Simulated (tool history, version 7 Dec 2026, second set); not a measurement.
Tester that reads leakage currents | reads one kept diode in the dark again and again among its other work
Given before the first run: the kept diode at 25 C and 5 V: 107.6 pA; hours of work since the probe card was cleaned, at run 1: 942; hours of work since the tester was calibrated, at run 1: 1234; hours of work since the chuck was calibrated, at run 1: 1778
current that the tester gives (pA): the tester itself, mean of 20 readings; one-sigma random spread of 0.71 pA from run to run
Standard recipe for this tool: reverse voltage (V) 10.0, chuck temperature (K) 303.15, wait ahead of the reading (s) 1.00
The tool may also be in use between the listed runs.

run    hour  reverse voltage (V)  chuck temperature (K)  wait ahead of the reading (s)  hours of work since the probe card was cleaned  hours of work since the tester was calibrated  hours of work since the chuck was calibrated  current that the tester gives (pA)
  1     0.0                 10.0                 303.15                           1.00                                             942                                           1234                                          1778                              237.16
  2   230.1                 10.0                 303.15                           1.00                                            1115                                           1407                                          1950                              237.40
      469.3  -- chuck's temperature calibrated
  3   479.2                 10.0                 303.15                           0.45                                            1300                                           1592                                             7                              239.49
      649.2  -- probe card cleaned and baked
  4   672.0                 10.0                 303.15                           0.45                                              17                                           1734                                           150                              239.84
  5   860.7                 10.0                 303.15                           0.45                                             159                                           1876                                           291                              239.99
  6  1001.9                 10.0                 303.15                           0.45                                             264                                           1982                                           397                              238.65
  7  1183.5                 10.0                 303.15                           0.45                                             401                                           2118                                           533                              238.89
  8  1306.1                 10.0                 296.15                           1.00                                             492                                           2210                                           625                              123.40
  9  1415.2                 10.0                 296.15                           1.00                                             574                                           2291                                           707                              123.18
     1470.2  -- tester calibrated
 10  1661.8                  3.8                 296.15                           1.00                                             758                                            144                                           890                               79.76
 11  1789.8                 10.0                 303.15                           2.50                                             854                                            240                                           986                              234.75
 12  1933.0                 10.0                 303.15                           2.50                                             961                                            347                                          1093                              235.36
 13  2180.7                  1.1                 303.15                           1.00                                            1147                                            533                                          1279                               88.45
 14  2297.4                  1.5                 329.15                           1.38                                            1234                                            620                                          1367                              906.22
 15  2476.3                 12.6                 312.15                           6.37                                            1368                                            754                                          1501                              579.64
     2554.2  -- probe card cleaned and baked
 16  2667.1                  8.6                 313.15                           5.81                                              85                                            895                                          1641                              534.83
 17  2906.2                  8.6                 313.15                           5.81                                             264                                           1074                                          1821                              532.01
 18  3094.8                  1.3                 303.15                           0.92                                             405                                           1215                                          1962                               94.51
 19  3269.4                  1.2                 302.15                           7.88                                             536                                           1346                                          2093                               83.29
     3310.0  -- chuck's temperature calibrated
 20  3446.9                  2.4                 308.15                           1.23                                             668                                           1478                                           103                              194.98
 21  3592.7                  2.5                 300.15                           0.65                                             777                                           1587                                           212                               96.39
 22  3758.2                  2.3                 296.15                           1.00                                             901                                           1711                                           336                               63.79
 23  3922.4                  2.3                 296.15                           1.00                                            1024                                           1834                                           459                               63.76
 24  4177.5                  2.3                 296.15                           1.00                                            1215                                           2026                                           650                               63.57

Here are 3 independent what-if runs from the current tool condition. What would each one return?
  A  4297.0                 10.0                 303.15                           3.03                                            1305                                           2115                                           740                                   ?
  B  4297.0                 10.0                 303.15                           2.01                                            1305                                           2115                                           740                                   ?
  C  4297.0                  2.3                 317.15                           5.11                                            1305                                           2115                                           740                                   ?

run  current that the tester gives (pA)
  A                              234.43
  B                              234.88
  C                              414.89
Without the tool's unlogged condition, the same runs would have read:
run  current that the tester gives (pA)
  A                              234.25
  B                              234.70
  C                              414.83

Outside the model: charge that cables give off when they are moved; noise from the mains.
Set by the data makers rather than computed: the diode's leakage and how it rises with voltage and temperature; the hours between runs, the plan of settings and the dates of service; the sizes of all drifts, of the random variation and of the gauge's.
